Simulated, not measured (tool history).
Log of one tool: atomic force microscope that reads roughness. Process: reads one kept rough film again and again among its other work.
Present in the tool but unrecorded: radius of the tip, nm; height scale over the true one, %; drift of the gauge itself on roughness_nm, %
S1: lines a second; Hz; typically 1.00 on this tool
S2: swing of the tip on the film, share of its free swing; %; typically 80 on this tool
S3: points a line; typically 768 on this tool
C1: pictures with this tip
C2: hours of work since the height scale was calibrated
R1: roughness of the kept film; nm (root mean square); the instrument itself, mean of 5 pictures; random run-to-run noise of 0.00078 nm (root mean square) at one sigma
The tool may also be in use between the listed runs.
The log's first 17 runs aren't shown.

run   hour    S1  S2   S3   C1   C2      R1
 18  107.7  1.00  80  768  265  361  0.5460
 19  112.7  1.00  80  768  279  365  0.5461
 20  121.1  1.00  80  768  302  372  0.5437
 21  127.7  0.66  81  834  320  377  0.5521
     133.9  -- new tip fitted
 22  135.6  3.27  81  295    5  383  0.4843
 23  140.2  0.99  71  684   17  387  0.5604
 24  147.2  0.99  71  313   37  392  0.5544
 25  154.0  0.99  71  313   55  398  0.5553
 26  161.4  0.99  71  313   75  404  0.5527
 27  169.4  0.72  58  563   97  410  0.5718
 28  173.9  2.08  56  315  109  414  0.5549
 29  181.8  0.88  78  316  131  420  0.5482
 30  189.2  0.88  78  316  151  426  0.5476
 31  195.0  1.58  88  463  167  430  0.5105
 32  200.6  3.18  78  434  182  435  0.4968
 33  206.0  3.18  78  434  197  439  0.4989
 34  214.5  3.38  79  283  220  446  0.4853
 35  222.1  0.80  58  415  241  452  0.5635
 36  228.9  2.96  88  338  259  458  0.4637

Each row is a separate what-if for the run after 36, all from the same tool condition, not one after another. Results?
  A  234.5  1.75  67  394  275  462   ?
  B  234.5  1.00  77  734  275  462   ?
  C  234.5  2.96  64  506  275  462   ?

run      R1
  A  0.5438
  B  0.5476
  C  0.5380
With the hidden condition removed and each run's random variation left untouched, the same runs would have given:
run      R1
  A  0.5520
  B  0.5558
  C  0.5461
